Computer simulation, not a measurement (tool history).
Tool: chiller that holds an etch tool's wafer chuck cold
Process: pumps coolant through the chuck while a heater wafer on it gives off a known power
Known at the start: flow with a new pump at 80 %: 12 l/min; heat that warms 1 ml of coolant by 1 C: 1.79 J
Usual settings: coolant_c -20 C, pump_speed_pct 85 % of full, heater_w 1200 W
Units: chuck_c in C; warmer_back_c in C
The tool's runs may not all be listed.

run 1 hour=0 | coolant_c=-20 pump_speed_pct=85 heater_w=1200 | chuck_c=-12.51 warmer_back_c=3.17
-- hour=48.2 chiller's thermometer calibrated
run 2 hour=68.7 | coolant_c=-24 pump_speed_pct=85 heater_w=1200 | chuck_c=-16.41 warmer_back_c=3.16
run 3 hour=122.5 | coolant_c=-19 pump_speed_pct=85 heater_w=1200 | chuck_c=-11.41 warmer_back_c=3.15
run 4 hour=169.9 | coolant_c=-19 pump_speed_pct=63 heater_w=1200 | chuck_c=-9.19 warmer_back_c=4.38
run 5 hour=257.1 | coolant_c=-19 pump_speed_pct=63 heater_w=1200 | chuck_c=-9.15 warmer_back_c=4.45
run 6 hour=307.2 | coolant_c=-19 pump_speed_pct=63 heater_w=722 | chuck_c=-13.13 warmer_back_c=2.78
run 7 hour=392 | coolant_c=-20 pump_speed_pct=93 heater_w=1200 | chuck_c=-13.1 warmer_back_c=2.97
run 8 hour=460 | coolant_c=-20 pump_speed_pct=93 heater_w=1200 | chuck_c=-12.93 warmer_back_c=3.01
run 9 hour=545.3 | coolant_c=-20 pump_speed_pct=93 heater_w=1200 | chuck_c=-12.94 warmer_back_c=3.02
-- hour=632.8 coolant changed, channels flushed
run 10 hour=647.7 | coolant_c=-20 pump_speed_pct=85 heater_w=1200 | chuck_c=-12.4 warmer_back_c=3.39
run 11 hour=710.5 | coolant_c=-20 pump_speed_pct=85 heater_w=1200 | chuck_c=-12.44 warmer_back_c=3.42
run 12 hour=802.3 | coolant_c=-20 pump_speed_pct=85 heater_w=1200 | chuck_c=-12.52 warmer_back_c=3.45
run 13 hour=860.4 | coolant_c=-20 pump_speed_pct=85 heater_w=1200 | chuck_c=-12.5 warmer_back_c=3.47
run 14 hour=952.3 | coolant_c=-20 pump_speed_pct=85 heater_w=1200 | chuck_c=-12.32 warmer_back_c=3.47
run 15 hour=1003.1 | coolant_c=-20 pump_speed_pct=85 heater_w=1200 | chuck_c=-12.56 warmer_back_c=3.54
-- hour=1061 gauge calibrated
run 16 hour=1070.5 | coolant_c=-20 pump_speed_pct=85 heater_w=1634 | chuck_c=-9.69 warmer_back_c=4.3
run 17 hour=1134.8 | coolant_c=-20 pump_speed_pct=99 heater_w=1200 | chuck_c=-13.49 warmer_back_c=2.67
run 18 hour=1212.7 | coolant_c=-29 pump_speed_pct=88 heater_w=1361 | chuck_c=-20.6 warmer_back_c=3.43
run 19 hour=1278.5 | coolant_c=-29 pump_speed_pct=88 heater_w=1361 | chuck_c=-20.59 warmer_back_c=3.54
run 20 hour=1347.6 | coolant_c=-14 pump_speed_pct=64 heater_w=940 | chuck_c=-6.46 warmer_back_c=3.46
run 21 hour=1406.3 | coolant_c=-28 pump_speed_pct=64 heater_w=940 | chuck_c=-20.25 warmer_back_c=3.48
run 22 hour=1448.3 | coolant_c=-28 pump_speed_pct=64 heater_w=940 | chuck_c=-20.43 warmer_back_c=3.55
run 23 hour=1540.6 | coolant_c=-20 pump_speed_pct=75 heater_w=1475 | chuck_c=-9.35 warmer_back_c=4.68
run 24 hour=1621.4 | coolant_c=-20 pump_speed_pct=61 heater_w=1327 | chuck_c=-8.67 warmer_back_c=5.2
run 25 hour=1676.1 | coolant_c=-20 pump_speed_pct=61 heater_w=1327 | chuck_c=-8.63 warmer_back_c=5.24
run 26 hour=1760.6 | coolant_c=-20 pump_speed_pct=69 heater_w=611 | chuck_c=-15.4 warmer_back_c=2.32
run 27 hour=1810.7 | coolant_c=-15 pump_speed_pct=68 heater_w=1475 | chuck_c=-3.5 warmer_back_c=5.24
run 28 hour=1857.6 | coolant_c=-12 pump_speed_pct=71 heater_w=631 | chuck_c=-7.34 warmer_back_c=2.28
run 29 hour=1946.7 | coolant_c=-12 pump_speed_pct=71 heater_w=631 | chuck_c=-7.4 warmer_back_c=2.34
run 30 hour=1987.2 | coolant_c=-12 pump_speed_pct=71 heater_w=631 | chuck_c=-7.37 warmer_back_c=2.34
run 31 hour=2067.8 | coolant_c=-12 pump_speed_pct=71 heater_w=631 | chuck_c=-7.27 warmer_back_c=2.36

4 ways to go on from here, each from the tool as it stands after run 31. What would each give?
run A hour=2145.2 | coolant_c=-26 pump_speed_pct=60 heater_w=1760 | chuck_c=? warmer_back_c=?
run B hour=2145.2 | coolant_c=-19 pump_speed_pct=91 heater_w=631 | chuck_c=? warmer_back_c=?
run C hour=2145.2 | coolant_c=-24 pump_speed_pct=71 heater_w=610 | chuck_c=? warmer_back_c=?
run D hour=2145.2 | coolant_c=-24 pump_speed_pct=89 heater_w=633 | chuck_c=? warmer_back_c=?

run=A chuck_c=-11 warmer_back_c=7.14
run=B chuck_c=-15.2 warmer_back_c=1.9
run=C chuck_c=-19.57 warmer_back_c=2.35
run=D chuck_c=-20.09 warmer_back_c=1.99
Without the tool's hidden state the same runs would have given:
run=A chuck_c=-11.02 warmer_back_c=6.73
run=B chuck_c=-15.19 warmer_back_c=1.49
run=C chuck_c=-19.56 warmer_back_c=1.94
run=D chuck_c=-20.09 warmer_back_c=1.58
